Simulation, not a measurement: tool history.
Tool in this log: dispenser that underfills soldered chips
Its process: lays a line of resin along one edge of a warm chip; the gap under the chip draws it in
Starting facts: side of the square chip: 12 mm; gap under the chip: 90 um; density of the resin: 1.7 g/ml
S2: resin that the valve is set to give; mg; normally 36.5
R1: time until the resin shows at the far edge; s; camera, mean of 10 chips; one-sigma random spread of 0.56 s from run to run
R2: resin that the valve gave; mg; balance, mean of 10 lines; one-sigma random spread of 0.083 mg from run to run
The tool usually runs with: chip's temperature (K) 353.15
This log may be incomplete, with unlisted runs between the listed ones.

run 1 hour=0.0 | chip's_temperature_(K)=353.15 S2=36.5 | R1=70.1 R2=36.07
-- hour=1.6 new syringe of resin
run 2 hour=4.9 | chip's_temperature_(K)=353.15 S2=36.5 | R1=55.0 R2=36.00
run 3 hour=10.0 | chip's_temperature_(K)=353.15 S2=36.5 | R1=64.9 R2=35.95
-- hour=13.4 new syringe of resin
run 4 hour=15.4 | chip's_temperature_(K)=353.15 S2=36.5 | R1=52.9 R2=35.98
run 5 hour=19.4 | chip's_temperature_(K)=353.15 S2=36.5 | R1=60.5 R2=35.84
-- hour=25.2 new syringe of resin
run 6 hour=25.2 | chip's_temperature_(K)=353.15 S2=35.4 | R1=51.1 R2=34.82
run 7 hour=29.2 | chip's_temperature_(K)=353.15 S2=35.4 | R1=57.3 R2=34.79
run 8 hour=33.7 | chip's_temperature_(K)=353.15 S2=41.8 | R1=65.8 R2=41.23
-- hour=37.1 new syringe of resin
run 9 hour=40.9 | chip's_temperature_(K)=360.15 S2=41.8 | R1=39.0 R2=40.91
run 10 hour=44.6 | chip's_temperature_(K)=353.15 S2=36.5 | R1=62.9 R2=35.73
run 11 hour=48.3 | chip's_temperature_(K)=353.15 S2=36.5 | R1=73.0 R2=35.94
-- hour=49.1 new syringe of resin
run 12 hour=53.4 | chip's_temperature_(K)=354.15 S2=33.1 | R1=55.3 R2=32.36
run 13 hour=59.7 | chip's_temperature_(K)=350.15 S2=36.5 | R1=82.6 R2=35.69
-- hour=61.0 new syringe of resin
run 14 hour=66.4 | chip's_temperature_(K)=353.15 S2=35.9 | R1=59.7 R2=35.16
run 15 hour=70.0 | chip's_temperature_(K)=352.15 S2=32.3 | R1=73.2 R2=31.57
-- hour=72.9 new syringe of resin
run 16 hour=74.1 | chip's_temperature_(K)=339.15 S2=37.6 | R1=112.2 R2=36.56
run 17 hour=78.0 | chip's_temperature_(K)=361.15 S2=46.3 | R1=38.7 R2=45.10
run 18 hour=81.1 | chip's_temperature_(K)=348.15 S2=34.2 | R1=84.7 R2=33.30
-- hour=84.6 new syringe of resin
run 19 hour=87.6 | chip's_temperature_(K)=348.15 S2=34.2 | R1=74.6 R2=33.22

Predict the results of run 20:
run 20 hour=94.1 | chip's_temperature_(K)=342.15 S2=43.6 | R1=? R2=?

Run 20 measured R1 125.7 s, R2 42.11 mg.
The same run, on a tool lacking any hidden state, would have yielded R1 86.1 s, R2 43.40 mg.
